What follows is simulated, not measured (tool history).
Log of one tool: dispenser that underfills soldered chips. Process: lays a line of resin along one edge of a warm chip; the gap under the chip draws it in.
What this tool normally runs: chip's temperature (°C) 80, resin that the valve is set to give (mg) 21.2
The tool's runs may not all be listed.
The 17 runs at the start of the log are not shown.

run   hour  chip's temperature (°C)  resin that the valve is set to give (mg)  hours of work since the syringe was changed  hours of work since the valve was cleaned  hours of work since the stage was calibrated  time until the resin shows at the far edge (s)  resin that the valve gave (mg)
      51.3  -- new syringe of resin
 18   51.9                       80                                      25.6                                            0                                         41                                            37                                           320.3                            25.1
 19     56                       66                                      26.4                                            3                                         44                                            40                                           687.5                           25.89
 20   58.3                       76                                      20.9                                            5                                         45                                            41                                           511.2                           20.39
 21   60.4                       76                                      20.9                                            6                                         47                                            43                                           569.9                           20.49
      61.9  -- new syringe of resin
 22     63                       76                                      20.9                                            1                                         48                                            44                                             382                           20.41
 23   65.1                       76                                      20.9                                            2                                         50                                            46                                             429                           20.42
 24   68.4                       86                                      24.1                                            4                                         52                                            48                                           327.6                           23.48
      72.5  -- new syringe of resin
 25   72.7                       84                                      26.9                                            0                                         55                                            50                                           273.6                           26.15
 26   75.8                       78                                      20.9                                            2                                         57                                            53                                           403.6                           20.38
 27   80.1                       79                                      21.2                                            5                                         60                                            55                                           473.2                           20.59
 28   82.6                       79                                      21.2                                            7                                         61                                            57                                           530.6                            20.6
      83.3  -- new syringe of resin
 29   87.1                       90                                      23.2                                            3                                         64                                            60                                           252.8                           22.47
 30   89.8                       90                                      23.2                                            4                                         66                                            62                                           290.2                           22.42
 31   92.4                       95                                      20.8                                            6                                         68                                            63                                           270.6                           20.14
      94.3  -- dispensing valve cleaned and set on the balance
      94.9  -- new syringe of resin
 32   98.3                       95                                      20.8                                            2                                          2                                            66                                           211.7                           20.79
 33  100.2                       93                                      25.4                                            4                                          4                                            68                                           243.5                           25.32
 34  103.8                       93                                      25.4                                            6                                          6                                            70                                           275.8                           25.32
     105.7  -- new syringe of resin
 35  108.7                       93                                      25.4                                            2                                          9                                            73                                           218.2                           25.35

Consider 3 possible next runs. They are alternatives, not a sequence: every one starts from the tool as it was left by run 35. What does each give?
  A  112.4                       93                                      22.9                                            4                                         12                                            76                                               ?                               ?
  B  112.4                       88                                      25.4                                            4                                         12                                            76                                               ?                               ?
  C  112.4                       67                                      22.8                                            4                                         12                                            76                                               ?                               ?

run  time until the resin shows at the far edge (s)  resin that the valve gave (mg)
  A                                           258.8                           22.87
  B                                           300.8                           25.17
  C                                           732.9                           22.71
Take away the tool's hidden state, keep each run's random variation, and the runs would have read:
run  time until the resin shows at the far edge (s)  resin that the valve gave (mg)
  A                                           195.1                           22.99
  B                                           226.8                            25.3
  C                                           551.8                           22.83

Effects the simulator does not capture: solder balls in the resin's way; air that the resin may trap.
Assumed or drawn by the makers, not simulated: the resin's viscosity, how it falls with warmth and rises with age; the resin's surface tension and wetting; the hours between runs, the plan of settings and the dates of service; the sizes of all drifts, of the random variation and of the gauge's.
